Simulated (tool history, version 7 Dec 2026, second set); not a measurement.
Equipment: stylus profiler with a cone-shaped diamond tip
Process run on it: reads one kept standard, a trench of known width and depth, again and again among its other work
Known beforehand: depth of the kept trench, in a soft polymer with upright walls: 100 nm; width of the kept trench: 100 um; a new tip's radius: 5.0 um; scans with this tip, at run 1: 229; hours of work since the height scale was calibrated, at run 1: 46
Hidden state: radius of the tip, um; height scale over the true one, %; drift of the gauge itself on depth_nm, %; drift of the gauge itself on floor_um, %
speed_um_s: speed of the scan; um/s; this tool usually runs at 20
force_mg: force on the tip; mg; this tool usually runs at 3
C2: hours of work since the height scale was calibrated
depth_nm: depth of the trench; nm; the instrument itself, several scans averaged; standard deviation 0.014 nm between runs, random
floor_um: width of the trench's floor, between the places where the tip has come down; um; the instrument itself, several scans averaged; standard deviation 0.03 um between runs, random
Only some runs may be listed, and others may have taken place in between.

run 1 hour=0 | speed_um_s=20 force_mg=3 | scans_with_this_tip=229 C2=46 | depth_nm=101.98 floor_um=97.97
run 2 hour=21.9 | speed_um_s=73 force_mg=3 | scans_with_this_tip=308 C2=62 | depth_nm=101.99 floor_um=97.77
run 3 hour=62.4 | speed_um_s=6 force_mg=3 | scans_with_this_tip=454 C2=92 | depth_nm=101.98 floor_um=98.01
run 4 hour=99.3 | speed_um_s=6 force_mg=3 | scans_with_this_tip=587 C2=118 | depth_nm=102 floor_um=98.01
run 5 hour=125.8 | speed_um_s=6 force_mg=3 | scans_with_this_tip=683 C2=138 | depth_nm=102.02 floor_um=97.98
run 6 hour=170.8 | speed_um_s=10 force_mg=3 | scans_with_this_tip=845 C2=170 | depth_nm=102 floor_um=97.95
run 7 hour=204.9 | speed_um_s=10 force_mg=3 | scans_with_this_tip=968 C2=195 | depth_nm=101.99 floor_um=97.93
run 8 hour=233.1 | speed_um_s=8 force_mg=5.71 | scans_with_this_tip=1070 C2=215 | depth_nm=103.05 floor_um=97.92
run 9 hour=276 | speed_um_s=17 force_mg=2.25 | scans_with_this_tip=1224 C2=246 | depth_nm=101.7 floor_um=97.93
-- hour=280.6 height scale calibrated on a step standard
run 10 hour=319.5 | speed_um_s=65 force_mg=4.33 | scans_with_this_tip=1379 C2=28 | depth_nm=102.64 floor_um=97.8
run 11 hour=365.7 | speed_um_s=16 force_mg=3 | scans_with_this_tip=1546 C2=62 | depth_nm=102.04 floor_um=97.9
run 12 hour=404.6 | speed_um_s=8 force_mg=4.47 | scans_with_this_tip=1686 C2=90 | depth_nm=102.69 floor_um=97.92
run 13 hour=436.8 | speed_um_s=8 force_mg=4.47 | scans_with_this_tip=1802 C2=113 | depth_nm=102.68 floor_um=97.95
run 14 hour=467.2 | speed_um_s=45 force_mg=7.76 | scans_with_this_tip=1911 C2=135 | depth_nm=103.82 floor_um=97.89

Branching from run 14: 3 alternative next runs. What would each branch give?
run A hour=494.3 | speed_um_s=10 force_mg=8.19 | scans_with_this_tip=2009 C2=155 | depth_nm=? floor_um=?
run B hour=494.3 | speed_um_s=20 force_mg=2.05 | scans_with_this_tip=2009 C2=155 | depth_nm=? floor_um=?
run C hour=494.3 | speed_um_s=45 force_mg=3.46 | scans_with_this_tip=2009 C2=155 | depth_nm=? floor_um=?

run=A depth_nm=103.97 floor_um=97.94
run=B depth_nm=101.67 floor_um=97.86
run=C depth_nm=102.29 floor_um=97.84
Had the tool no hidden state, the same runs would have come out as:
run=A depth_nm=103.84 floor_um=98.02
run=B depth_nm=101.54 floor_um=97.93
run=C depth_nm=102.15 floor_um=97.91
